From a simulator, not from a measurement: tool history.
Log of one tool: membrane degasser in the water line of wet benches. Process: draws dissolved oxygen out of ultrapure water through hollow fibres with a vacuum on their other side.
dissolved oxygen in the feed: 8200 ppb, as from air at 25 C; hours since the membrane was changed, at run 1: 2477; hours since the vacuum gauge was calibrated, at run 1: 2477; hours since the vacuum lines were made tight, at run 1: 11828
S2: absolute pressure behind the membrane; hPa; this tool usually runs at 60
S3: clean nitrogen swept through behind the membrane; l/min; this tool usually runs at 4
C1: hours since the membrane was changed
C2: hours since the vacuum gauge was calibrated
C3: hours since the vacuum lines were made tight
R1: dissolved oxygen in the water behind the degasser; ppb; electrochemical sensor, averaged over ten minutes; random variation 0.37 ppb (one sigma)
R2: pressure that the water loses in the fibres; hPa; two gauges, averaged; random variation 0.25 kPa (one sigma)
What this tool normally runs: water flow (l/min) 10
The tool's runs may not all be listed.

{"run": 1, "day": 0.0, "water flow (l/min)": 10, "S2": 60, "S3": 4, "C1": 2477, "C2": 2477, "C3": 11828, "R1": 20.8, "R2": 649.8}
{"run": 2, "day": 5.458, "water flow (l/min)": 10, "S2": 125.8, "S3": 4, "C1": 2608, "C2": 2608, "C3": 11959, "R1": 60.7, "R2": 643.5}
{"run": 3, "day": 9.488, "water flow (l/min)": 10, "S2": 60, "S3": 4, "C1": 2705, "C2": 2705, "C3": 12056, "R1": 20.6, "R2": 645.2}
{"run": 4, "day": 11.996, "water flow (l/min)": 10, "S2": 60, "S3": 4, "C1": 2765, "C2": 2765, "C3": 12116, "R1": 21, "R2": 644.2}
{"run": 5, "day": 16.817, "water flow (l/min)": 10, "S2": 108.7, "S3": 4, "C1": 2881, "C2": 2881, "C3": 12232, "R1": 51.2, "R2": 645.7}
{"run": 6, "day": 21.65, "water flow (l/min)": 10, "S2": 60, "S3": 4, "C1": 2997, "C2": 2997, "C3": 12348, "R1": 20.8, "R2": 645.2}
{"day": 23.192, "done": "vacuum gauge calibrated"}
{"run": 7, "day": 26.971, "water flow (l/min)": 10, "S2": 60, "S3": 4, "C1": 3124, "C2": 91, "C3": 12475, "R1": 21.6, "R2": 642.6}
{"run": 8, "day": 30.125, "water flow (l/min)": 12, "S2": 60, "S3": 4, "C1": 3200, "C2": 166, "C3": 12551, "R1": 30.3, "R2": 772.8}
{"run": 9, "day": 33.238, "water flow (l/min)": 8, "S2": 124.4, "S3": 4.78, "C1": 3275, "C2": 241, "C3": 12625, "R1": 38.9, "R2": 510.8}
{"run": 10, "day": 37.642, "water flow (l/min)": 9, "S2": 50.7, "S3": 1.94, "C1": 3380, "C2": 347, "C3": 12731, "R1": 23.4, "R2": 578.4}
{"run": 11, "day": 42.479, "water flow (l/min)": 10, "S2": 60.2, "S3": 11.74, "C1": 3496, "C2": 463, "C3": 12847, "R1": 9, "R2": 636.2}
{"run": 12, "day": 46.308, "water flow (l/min)": 8, "S2": 60, "S3": 2.62, "C1": 3588, "C2": 555, "C3": 12939, "R1": 22.9, "R2": 510.4}
{"run": 13, "day": 49.829, "water flow (l/min)": 10, "S2": 129.1, "S3": 4.05, "C1": 3673, "C2": 639, "C3": 13023, "R1": 61.2, "R2": 633.8}
{"run": 14, "day": 54.367, "water flow (l/min)": 8, "S2": 39.2, "S3": 1.68, "C1": 3782, "C2": 748, "C3": 13132, "R1": 9.5, "R2": 515.5}

Predict each of these 4 candidate next runs independently; none follows another, all start after run 14:
{"run": "A", "day": 57.442, "water flow (l/min)": 12, "S2": 143.3, "S3": 4.58, "C1": 3856, "C2": 822, "C3": 13206, "R1": "?", "R2": "?"}
{"run": "B", "day": 57.442, "water flow (l/min)": 10, "S2": 43.2, "S3": 4, "C1": 3856, "C2": 822, "C3": 13206, "R1": "?", "R2": "?"}
{"run": "C", "day": 57.442, "water flow (l/min)": 10, "S2": 49.2, "S3": 2.94, "C1": 3856, "C2": 822, "C3": 13206, "R1": "?", "R2": "?"}
{"run": "D", "day": 57.442, "water flow (l/min)": 7, "S2": 60, "S3": 8.97, "C1": 3856, "C2": 822, "C3": 13206, "R1": "?", "R2": "?"}

run=A R1=82.9 R2=766.4
run=B R1=10.9 R2=633.7
run=C R1=17.4 R2=638
run=D R1=5.7 R2=442
Without the tool's unlogged condition, the same runs would have read:
run=A R1=82.9 R2=777
run=B R1=10.9 R2=642.5
run=C R1=17.3 R2=646.9
run=D R1=5.7 R2=448.1
